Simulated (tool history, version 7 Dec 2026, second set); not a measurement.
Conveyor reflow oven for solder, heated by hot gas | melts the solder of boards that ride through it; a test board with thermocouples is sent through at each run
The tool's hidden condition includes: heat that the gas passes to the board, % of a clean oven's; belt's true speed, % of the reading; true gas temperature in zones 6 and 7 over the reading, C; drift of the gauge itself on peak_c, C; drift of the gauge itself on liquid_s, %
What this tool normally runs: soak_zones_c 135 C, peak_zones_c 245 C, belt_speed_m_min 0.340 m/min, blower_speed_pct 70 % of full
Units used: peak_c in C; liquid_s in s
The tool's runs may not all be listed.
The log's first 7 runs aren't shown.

run	hour	soak_zones_c	peak_zones_c	belt_speed_m_min	blower_speed_pct	hours of work since the flux was cleaned out	hours of work since the belt drive was overhauled	hours of work since the thermocouples were changed	peak_c	liquid_s
8	117.3	135	245	0.340	70	120	564	1098	226.3	87.7
9	130.0	135	245	0.340	70	127	571	1105	225.9	87.5
10	149.4	135	245	0.340	70	138	581	1116	226.0	88.0
11	167.6	135	245	0.360	70	148	591	1126	223.6	80.7
12	184.1	140	245	0.340	70	157	601	1135	226.5	91.0
13	202.5	140	245	0.340	70	167	611	1145	226.4	90.5
14	223.8	140	245	0.340	70	179	622	1157	226.3	90.3
15	238.8	140	245	0.340	70	187	631	1165	226.4	90.2
# hour 255.7: thermocouples of zones 6 and 7 changed
16	255.7	140	245	0.340	70	195	639	0	228.2	92.2
17	275.5	121	235	0.278	86	206	650	11	224.9	102.6
18	287.9	141	235	0.278	83	213	657	18	226.5	113.8
19	298.0	141	235	0.278	83	218	662	23	226.5	112.6
20	311.3	123	239	0.321	70	226	670	31	222.0	84.3
# hour 326.0: flux residue cleaned out of gas plates and filters
21	329.5	135	243	0.340	88	2	677	38	229.9	91.4
22	339.4	135	243	0.340	88	7	682	43	229.9	92.0
23	355.3	150	245	0.404	70	16	691	52	225.6	79.7
24	365.8	150	245	0.404	70	22	697	58	225.1	79.6
25	388.1	150	245	0.404	70	34	709	70	225.4	79.4
26	400.6	149	243	0.397	58	41	716	77	221.5	77.2
27	421.1	149	243	0.397	58	52	727	88	220.9	77.3
28	440.7	128	257	0.400	89	63	738	99	235.7	78.6
29	454.4	128	257	0.400	89	71	746	107	235.3	78.6
30	474.7	128	257	0.285	89	82	757	118	246.8	119.3

Consider 5 possible next runs. They are alternatives, not a sequence: every one starts from the tool as it was left by run 30. What does each give?
A	497.1	135	251	0.340	89	94	769	130	?	?
B	497.1	125	252	0.340	71	94	769	130	?	?
C	497.1	135	239	0.327	82	94	769	130	?	?
D	497.1	128	257	0.408	52	94	769	130	?	?
E	497.1	128	255	0.402	90	94	769	130	?	?

run	peak_c	liquid_s
A	236.6	96.6
B	233.1	89.8
C	225.9	92.7
D	223.9	68.2
E	233.4	76.9
With no hidden state in the tool, these same runs would have given:
run	peak_c	liquid_s
A	236.9	94.5
B	233.3	87.9
C	226.1	90.8
D	223.8	66.6
E	233.7	75.3

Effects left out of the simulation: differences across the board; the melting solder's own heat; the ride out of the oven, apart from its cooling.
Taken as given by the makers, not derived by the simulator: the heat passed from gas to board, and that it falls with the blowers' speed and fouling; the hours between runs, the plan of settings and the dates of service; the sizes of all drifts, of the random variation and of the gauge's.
